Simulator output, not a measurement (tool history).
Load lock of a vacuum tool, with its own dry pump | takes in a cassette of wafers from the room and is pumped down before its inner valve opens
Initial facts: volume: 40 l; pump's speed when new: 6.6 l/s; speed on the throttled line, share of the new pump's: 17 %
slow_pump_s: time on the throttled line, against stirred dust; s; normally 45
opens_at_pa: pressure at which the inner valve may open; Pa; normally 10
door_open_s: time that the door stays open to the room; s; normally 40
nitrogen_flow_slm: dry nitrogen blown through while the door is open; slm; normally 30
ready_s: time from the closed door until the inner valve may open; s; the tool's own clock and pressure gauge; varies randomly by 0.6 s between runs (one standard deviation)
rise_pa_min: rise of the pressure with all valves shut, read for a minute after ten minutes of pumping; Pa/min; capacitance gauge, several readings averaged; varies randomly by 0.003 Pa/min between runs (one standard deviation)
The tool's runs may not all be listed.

run,hour,slow_pump_s,opens_at_pa,door_open_s,nitrogen_flow_slm,"incoming humidity of the room's air, %",ready_s,rise_pa_min
1,0.0,45,10,40,30,49.0,93.5,0.022
2,66.8,45,10,40,30,44.1,94.6,0.019
3,139.7,45,10,155,30,45.8,93.9,0.031
4,217.1,45,10,40,30,43.3,93.0,0.023
5,284.5,45,10,40,30,46.0,93.5,0.020
6,360.8,45,10,40,30,45.6,92.5,0.021
7,445.8,45,10,40,30,46.0,93.2,0.021
8,511.8,45,10,40,30,44.5,92.9,0.020
9,605.3,31,10,40,30,44.3,81.4,0.017
10,655.1,45,10,40,9,44.6,92.4,0.028
11,705.4,45,10,40,9,44.2,94.4,0.023
12,767.2,45,14,40,30,44.0,92.1,0.024
13,819.9,45,10,58,30,46.7,93.2,0.025
14,912.8,25,10,40,30,47.5,76.0,0.024
15,986.1,25,10,40,30,45.3,76.9,0.022
16,1052.2,25,10,40,30,46.8,75.9,0.019
17,1130.5,25,10,40,30,46.8,75.8,0.026
18,1217.7,25,10,40,30,49.5,77.4,0.023
19,1297.1,25,10,40,30,43.2,76.9,0.020
20,1366.2,39,14,40,30,45.8,86.0,0.016
21,1449.0,39,14,40,30,44.4,86.4,0.017
22,1497.3,39,13,40,8,44.2,87.4,0.024
23,1557.6,62,12,30,30,46.1,106.6,0.016
24,1620.7,23,14,195,7,45.0,74.7,0.054
25,1676.1,23,19,195,7,44.2,71.3,0.054
26,1728.6,23,19,48,7,45.0,71.6,0.029
27,1788.5,54,8,174,42,46.8,103.8,0.034
28,1849.0,34,10,86,7,45.8,85.3,0.042
29,1946.4,24,17,68,40,46.1,72.4,0.020
30,2029.7,24,15,140,40,46.0,73.8,0.032
31,2097.2,45,10,106,30,44.2,92.9,0.030
32,2201.9,25,10,88,30,45.7,77.5,0.025
33,2293.2,51,7,40,30,48.2,101.0,0.018
34,2336.6,45,9,142,30,43.6,94.8,0.030
35,2409.8,45,9,142,30,44.1,94.8,0.031
36,2454.1,45,10,26,7,42.8,93.9,0.027
37,2523.4,45,8,40,21,47.2,94.0,0.025

Alternative continuations, all from the tool just after run 37; predict every row:
A,2578.4,45,8,40,14,42.9,?,?
B,2578.4,54,17,171,21,46.6,?,?
C,2578.4,35,18,40,25,48.6,?,?
D,2578.4,43,14,57,30,44.1,?,?

run,ready_s,rise_pa_min
A,95.1,0.020
B,97.8,0.037
C,82.3,0.024
D,88.9,0.023
What these runs would have given with no unlogged condition in the tool:
run,ready_s,rise_pa_min
A,95.0,0.020
B,97.8,0.036
C,82.2,0.024
D,88.8,0.023

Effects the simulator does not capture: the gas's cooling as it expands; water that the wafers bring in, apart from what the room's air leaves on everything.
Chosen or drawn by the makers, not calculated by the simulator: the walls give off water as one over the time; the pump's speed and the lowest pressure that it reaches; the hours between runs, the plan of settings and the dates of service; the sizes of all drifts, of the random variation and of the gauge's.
